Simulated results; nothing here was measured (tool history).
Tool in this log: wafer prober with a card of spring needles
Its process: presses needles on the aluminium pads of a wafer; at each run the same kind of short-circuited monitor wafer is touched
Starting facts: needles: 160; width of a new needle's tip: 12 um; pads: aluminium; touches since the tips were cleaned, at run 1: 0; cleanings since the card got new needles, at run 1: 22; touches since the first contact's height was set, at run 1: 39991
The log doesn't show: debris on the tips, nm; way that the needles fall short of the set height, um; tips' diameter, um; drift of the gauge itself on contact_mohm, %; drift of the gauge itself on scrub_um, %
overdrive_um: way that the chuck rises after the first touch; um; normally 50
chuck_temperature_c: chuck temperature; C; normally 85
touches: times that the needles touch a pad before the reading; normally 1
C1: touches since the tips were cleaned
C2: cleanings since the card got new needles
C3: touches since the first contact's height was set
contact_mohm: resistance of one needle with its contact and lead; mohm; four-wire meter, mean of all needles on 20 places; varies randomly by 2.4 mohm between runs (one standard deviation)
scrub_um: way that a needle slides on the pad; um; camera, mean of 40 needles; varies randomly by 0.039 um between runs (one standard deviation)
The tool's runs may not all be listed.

Run 1, hour 0.0: usual settings; C1 0; C2 22; C3 39991. Result: contact_mohm 268 mohm, scrub_um 13.74 um.
Run 2, hour 6.3: usual settings; C1 4359; C2 22; C3 44350. Result: contact_mohm 273 mohm, scrub_um 13.84 um.
At hour 12.3: tips cleaned on abrasive film.
Run 3, hour 17.4: usual settings; C1 3522; C2 23; C3 51860. Result: contact_mohm 273 mohm, scrub_um 13.88 um.
Run 4, hour 23.6: usual settings but touches 2; C1 7768; C2 23; C3 56106. Result: contact_mohm 275 mohm, scrub_um 13.76 um.
At hour 24.7: tips cleaned on abrasive film.
Run 5, hour 31.2: usual settings but touches 2; C1 4465; C2 24; C3 61321. Result: contact_mohm 273 mohm, scrub_um 13.83 um.
At hour 36.7: tips cleaned on abrasive film.
Run 6, hour 40.6: usual settings but touches 2; C1 2686; C2 25; C3 67688. Result: contact_mohm 271 mohm, scrub_um 13.78 um.
At hour 48.6: tips cleaned on abrasive film.
Run 7, hour 49.7: usual settings but touches 2; C1 754; C2 26; C3 73868. Result: contact_mohm 276 mohm, scrub_um 13.79 um.
Run 8, hour 59.1: usual settings but touches 2; C1 7192; C2 26; C3 80306. Result: contact_mohm 275 mohm, scrub_um 13.90 um.
At hour 60.4: tips cleaned on abrasive film.
At hour 61.3: height of the first contact set anew.
Run 9, hour 69.9: usual settings but touches 2; C1 6357; C2 27; C3 5895. Result: contact_mohm 275 mohm, scrub_um 13.79 um.
At hour 72.5: tips cleaned on abrasive film.
Run 10, hour 81.1: usual settings; C1 5888; C2 28; C3 13527. Result: contact_mohm 278 mohm, scrub_um 13.73 um.
At hour 84.2: tips cleaned on abrasive film.
Run 11, hour 93.6: usual settings but touches 3; C1 6445; C2 29; C3 22030. Result: contact_mohm 270 mohm, scrub_um 13.78 um.
At hour 96.3: tips cleaned on abrasive film.
Run 12, hour 99.8: usual settings but touches 3; C1 2388; C2 30; C3 26193. Result: contact_mohm 275 mohm, scrub_um 13.82 um.
At hour 108.3: tips cleaned on abrasive film.
Run 13, hour 110.7: usual settings but touches 3; C1 1661; C2 31; C3 33636. Result: contact_mohm 274 mohm, scrub_um 13.87 um.
Run 14, hour 118.4: usual settings but touches 3; C1 6983; C2 31; C3 38958. Result: contact_mohm 273 mohm, scrub_um 13.78 um.
At hour 120.4: tips cleaned on abrasive film.
Run 15, hour 130.8: usual settings; C1 7204; C2 32; C3 47411. Result: contact_mohm 270 mohm, scrub_um 13.73 um.
At hour 132.6: tips cleaned on abrasive film.
Run 16, hour 137.4: usual settings; C1 3278; C2 33; C3 51823. Result: contact_mohm 273 mohm, scrub_um 13.73 um.
At hour 144.3: tips cleaned on abrasive film.
Run 17, hour 144.3: usual settings; C1 0; C2 34; C3 56499. Result: contact_mohm 276 mohm, scrub_um 13.78 um.
At hour 156.0: tips cleaned on abrasive film.
Run 18, hour 156.8: usual settings but overdrive_um 47 um, chuck_temperature_c 30 C; C1 563; C2 35; C3 65032. Result: contact_mohm 255 mohm, scrub_um 12.92 um.
Run 19, hour 167.4: usual settings but overdrive_um 47 um, chuck_temperature_c 30 C; C1 7869; C2 35; C3 72338. Result: contact_mohm 257 mohm, scrub_um 12.97 um.
At hour 168.7: tips cleaned on abrasive film.
Run 20, hour 173.1: usual settings but overdrive_um 39 um, chuck_temperature_c 68 C, touches 2; C1 2971; C2 36; C3 76149. Result: contact_mohm 266 mohm, scrub_um 10.75 um.
At hour 181.0: tips cleaned on abrasive film.
At hour 181.3: height of the first contact set anew.
Run 21, hour 182.6: usual settings but overdrive_um 39 um, chuck_temperature_c 68 C, touches 2; C1 883; C2 37; C3 883. Result: contact_mohm 267 mohm, scrub_um 10.74 um.
Run 22, hour 190.7: usual settings but overdrive_um 39 um, chuck_temperature_c 68 C, touches 2; C1 6454; C2 37; C3 6454. Result: contact_mohm 270 mohm, scrub_um 10.72 um.
At hour 194.0: tips cleaned on abrasive film.
Run 23, hour 199.7: usual settings but overdrive_um 43 um; C1 3959; C2 38; C3 12599. Result: contact_mohm 277 mohm, scrub_um 11.86 um.
At hour 206.5: tips cleaned on abrasive film.
Run 24, hour 213.0: usual settings but chuck_temperature_c 55 C; C1 4452; C2 39; C3 21639. Result: contact_mohm 266 mohm, scrub_um 13.77 um.
At hour 218.4: tips cleaned on abrasive film.
Run 25, hour 218.7: usual settings but overdrive_um 57 um, chuck_temperature_c 41 C, touches 2; C1 181; C2 40; C3 25499. Result: contact_mohm 256 mohm, scrub_um 15.73 um.
Run 26, hour 229.6: usual settings but overdrive_um 37 um, chuck_temperature_c 34 C, touches 2; C1 7682; C2 40; C3 33000. Result: contact_mohm 261 mohm, scrub_um 10.25 um.
At hour 230.9: tips cleaned on abrasive film.
Run 27, hour 237.2: usual settings but overdrive_um 34 um, chuck_temperature_c 54 C; C1 4347; C2 41; C3 38169. Result: contact_mohm 273 mohm, scrub_um 9.37 um.

Forecast run 28:
At hour 243.2: tips cleaned on abrasive film.
Run 28, hour 247.4: usual settings but overdrive_um 34 um, chuck_temperature_c 54 C; C1 2877; C2 42; C3 45080. Result: contact_mohm ?, scrub_um ?.

contact_mohm: 270 mohm
scrub_um: 9.43 um
With the hidden condition absent and the run-to-run variation left alone, this run would have shown contact_mohm 269 mohm, scrub_um 9.43 um.

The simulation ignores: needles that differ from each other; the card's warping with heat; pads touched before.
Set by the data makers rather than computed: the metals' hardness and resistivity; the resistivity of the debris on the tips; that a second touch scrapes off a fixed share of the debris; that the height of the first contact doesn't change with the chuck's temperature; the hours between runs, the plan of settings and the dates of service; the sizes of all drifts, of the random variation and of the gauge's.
